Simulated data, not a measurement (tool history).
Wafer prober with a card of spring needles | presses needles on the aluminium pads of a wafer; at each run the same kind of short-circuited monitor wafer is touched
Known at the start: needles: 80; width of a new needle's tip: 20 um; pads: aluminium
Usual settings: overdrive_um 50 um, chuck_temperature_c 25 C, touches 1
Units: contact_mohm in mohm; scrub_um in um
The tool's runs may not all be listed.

run 1 hour=0.0 | overdrive_um=50 chuck_temperature_c=25 touches=1 | contact_mohm=405 scrub_um=7.77
run 2 hour=6.2 | overdrive_um=50 chuck_temperature_c=25 touches=1 | contact_mohm=455 scrub_um=7.77
run 3 hour=11.4 | overdrive_um=50 chuck_temperature_c=25 touches=1 | contact_mohm=470 scrub_um=7.80
run 4 hour=19.7 | overdrive_um=32 chuck_temperature_c=25 touches=1 | contact_mohm=465 scrub_um=4.93
run 5 hour=26.4 | overdrive_um=50 chuck_temperature_c=25 touches=1 | contact_mohm=411 scrub_um=7.78
run 6 hour=33.9 | overdrive_um=50 chuck_temperature_c=25 touches=1 | contact_mohm=455 scrub_um=7.75
run 7 hour=40.6 | overdrive_um=50 chuck_temperature_c=25 touches=1 | contact_mohm=480 scrub_um=7.79
run 8 hour=50.2 | overdrive_um=50 chuck_temperature_c=25 touches=1 | contact_mohm=385 scrub_um=7.77
run 9 hour=57.5 | overdrive_um=50 chuck_temperature_c=25 touches=2 | contact_mohm=379 scrub_um=7.76
run 10 hour=62.0 | overdrive_um=50 chuck_temperature_c=25 touches=2 | contact_mohm=389 scrub_um=7.76
run 11 hour=71.1 | overdrive_um=50 chuck_temperature_c=25 touches=1 | contact_mohm=339 scrub_um=7.71
run 12 hour=75.6 | overdrive_um=50 chuck_temperature_c=25 touches=1 | contact_mohm=382 scrub_um=7.75
run 13 hour=81.6 | overdrive_um=50 chuck_temperature_c=25 touches=1 | contact_mohm=423 scrub_um=7.76
run 14 hour=87.5 | overdrive_um=50 chuck_temperature_c=25 touches=1 | contact_mohm=459 scrub_um=7.77
run 15 hour=96.9 | overdrive_um=50 chuck_temperature_c=25 touches=1 | contact_mohm=334 scrub_um=7.76
run 16 hour=106.2 | overdrive_um=50 chuck_temperature_c=25 touches=1 | contact_mohm=409 scrub_um=7.73
run 17 hour=115.8 | overdrive_um=50 chuck_temperature_c=25 touches=2 | contact_mohm=390 scrub_um=7.77
run 18 hour=124.2 | overdrive_um=50 chuck_temperature_c=25 touches=2 | contact_mohm=322 scrub_um=7.73
run 19 hour=133.5 | overdrive_um=50 chuck_temperature_c=25 touches=2 | contact_mohm=362 scrub_um=7.76
run 20 hour=142.8 | overdrive_um=53 chuck_temperature_c=50 touches=2 | contact_mohm=384 scrub_um=8.16
run 21 hour=149.0 | overdrive_um=50 chuck_temperature_c=38 touches=1 | contact_mohm=332 scrub_um=7.73
run 22 hour=157.2 | overdrive_um=53 chuck_temperature_c=107 touches=3 | contact_mohm=345 scrub_um=8.21
run 23 hour=162.9 | overdrive_um=53 chuck_temperature_c=107 touches=3 | contact_mohm=353 scrub_um=8.18
run 24 hour=172.2 | overdrive_um=53 chuck_temperature_c=107 touches=3 | contact_mohm=366 scrub_um=8.21
run 25 hour=179.0 | overdrive_um=50 chuck_temperature_c=76 touches=1 | contact_mohm=364 scrub_um=7.75
run 26 hour=189.0 | overdrive_um=46 chuck_temperature_c=38 touches=1 | contact_mohm=463 scrub_um=7.10
run 27 hour=197.0 | overdrive_um=50 chuck_temperature_c=25 touches=2 | contact_mohm=397 scrub_um=7.72
run 28 hour=202.7 | overdrive_um=50 chuck_temperature_c=25 touches=2 | contact_mohm=306 scrub_um=7.74
run 29 hour=211.3 | overdrive_um=45 chuck_temperature_c=28 touches=1 | contact_mohm=445 scrub_um=6.94
run 30 hour=220.8 | overdrive_um=45 chuck_temperature_c=33 touches=1 | contact_mohm=516 scrub_um=6.93
run 31 hour=230.5 | overdrive_um=34 chuck_temperature_c=67 touches=2 | contact_mohm=389 scrub_um=5.17
run 32 hour=239.1 | overdrive_um=50 chuck_temperature_c=26 touches=1 | contact_mohm=424 scrub_um=7.71
run 33 hour=248.6 | overdrive_um=50 chuck_temperature_c=26 touches=1 | contact_mohm=475 scrub_um=7.69
run 34 hour=256.3 | overdrive_um=51 chuck_temperature_c=40 touches=1 | contact_mohm=337 scrub_um=7.85

Not shown: 10 entries that the log had between the listed runs. Between which runs, and how does the tool's hidden state differ before and after?
Between runs 3 and 4: tips cleaned on abrasive film (hour 14.8)
  debris on the tips, nm: 105.5 -> 39.5; way that the needles fall short of the set height, um: 0.58 -> 0.61; tips' diameter, um: 20.2 -> 20.21
  measured less the result without the state, contact_mohm: +191 -> +172 mohm; scrub_um: -0.10 -> -0.09 um
Between runs 7 and 8: tips cleaned on abrasive film (hour 41.4)
  debris on the tips, nm: 111.5 -> 60.2; way that the needles fall short of the set height, um: 0.61 -> 0.65; tips' diameter, um: 20.21 -> 20.23
  measured less the result without the state, contact_mohm: +201 -> +108 mohm; scrub_um: -0.09 -> -0.10 um
Between runs 10 and 11: tips cleaned on abrasive film (hour 67.5)
  debris on the tips, nm: 98.7 -> 33.2; way that the needles fall short of the set height, um: 0.65 -> 0.68; tips' diameter, um: 20.23 -> 20.24
  measured less the result without the state, contact_mohm: +108 -> +61 mohm; scrub_um: -0.11 -> -0.11 um
Between runs 14 and 15: tips cleaned on abrasive film (hour 94.0)
  debris on the tips, nm: 96.9 -> 28.5; way that the needles fall short of the set height, um: 0.68 -> 0.73; tips' diameter, um: 20.24 -> 20.25
  measured less the result without the state, contact_mohm: +177 -> +52 mohm; scrub_um: -0.10 -> -0.11 um
Between runs 17 and 18: tips cleaned on abrasive film (hour 120.7)
  debris on the tips, nm: 100.6 -> 31.9; way that the needles fall short of the set height, um: 0.73 -> 0.77; tips' diameter, um: 20.25 -> 20.27
  measured less the result without the state, contact_mohm: +111 -> +37 mohm; scrub_um: -0.12 -> -0.12 um
Between runs 20 and 21: tips cleaned on abrasive film (hour 147.0)
  debris on the tips, nm: 104 -> 24.9; way that the needles fall short of the set height, um: 0.77 -> 0.83; tips' diameter, um: 20.27 -> 20.29
  measured less the result without the state, contact_mohm: +98 -> +45 mohm; scrub_um: -0.12 -> -0.14 um
Between runs 24 and 25: tips cleaned on abrasive film (hour 173.6)
  debris on the tips, nm: 113.6 -> 42.4; way that the needles fall short of the set height, um: 0.83 -> 0.89; tips' diameter, um: 20.29 -> 20.31
  measured less the result without the state, contact_mohm: +60 -> +72 mohm; scrub_um: -0.13 -> -0.14 um
Between runs 27 and 28: tips cleaned on abrasive film (hour 200.2)
  debris on the tips, nm: 104.9 -> 28.4; way that the needles fall short of the set height, um: 0.89 -> 0.93; tips' diameter, um: 20.31 -> 20.33
  measured less the result without the state, contact_mohm: +117 -> +32 mohm; scrub_um: -0.14 -> -0.15 um
Between runs 30 and 31: tips cleaned on abrasive film (hour 226.7)
  debris on the tips, nm: 101.8 -> 35.3; way that the needles fall short of the set height, um: 0.93 -> 0.97; tips' diameter, um: 20.33 -> 20.34
  measured less the result without the state, contact_mohm: +229 -> +80 mohm; scrub_um: -0.14 -> -0.15 um
Between runs 33 and 34: tips cleaned on abrasive film (hour 253.1)
  debris on the tips, nm: 104.7 -> 26.3; way that the needles fall short of the set height, um: 0.97 -> 1.02; tips' diameter, um: 20.34 -> 20.36
  measured less the result without the state, contact_mohm: +194 -> +48 mohm; scrub_um: -0.15 -> -0.16 um
